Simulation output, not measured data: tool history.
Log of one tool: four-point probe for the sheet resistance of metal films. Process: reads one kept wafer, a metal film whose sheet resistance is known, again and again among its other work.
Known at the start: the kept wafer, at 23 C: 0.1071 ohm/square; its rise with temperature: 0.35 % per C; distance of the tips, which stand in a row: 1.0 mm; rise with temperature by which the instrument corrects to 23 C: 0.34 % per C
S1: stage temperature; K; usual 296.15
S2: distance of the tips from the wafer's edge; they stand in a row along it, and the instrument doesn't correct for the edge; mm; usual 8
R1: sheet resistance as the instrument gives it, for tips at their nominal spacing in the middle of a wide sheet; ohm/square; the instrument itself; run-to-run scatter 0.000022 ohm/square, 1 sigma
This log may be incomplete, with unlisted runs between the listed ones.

run	hour	S1	S2	R1
1	0	296.15	8	0.108748
2	51	296.15	8	0.108841
3	95	296.15	8	0.10879
4	165.1	296.15	8	0.108818
5	218.2	296.15	8	0.108803
6	292.3	296.15	8	0.108847
7	324.6	301.15	8	0.108972
8	399.6	301.15	8	0.10895
9	459.5	296.15	40	0.107983
10	531.9	296.15	40	0.108068
# hour 539.2: stage's thermometer calibrated
11	588.9	297.15	8	0.10889
12	648.1	297.15	8	0.108936
13	716.8	297.15	8	0.108918
14	764.5	296.15	18	0.108187
15	806.3	298.15	13	0.108417
16	840.1	291.15	52	0.108
17	878.1	296.15	16	0.108284
# hour 944.5: stage's thermometer calibrated, once more
18	944.5	306.15	12	0.108668
19	999	296.15	7	0.109318
20	1069.7	297.15	7	0.109342
21	1111.5	296.15	13	0.108503
22	1180.8	296.15	13	0.108502
23	1244.8	296.15	13	0.108528
24	1287	296.15	47	0.108229
25	1331.8	296.15	47	0.10821
26	1363.8	296.15	15	0.108462
27	1421.5	293.15	9	0.108923

Forecast each of these 3 alternatives for the next run:
A	1478.8	293.15	9	?
B	1478.8	305.15	8	?
C	1478.8	293.15	21	?

run	R1
A	0.108901
B	0.109261
C	0.108316
Without the tool's unlogged condition, the same runs would have read:
run	R1
A	0.10775
B	0.108106
C	0.10717
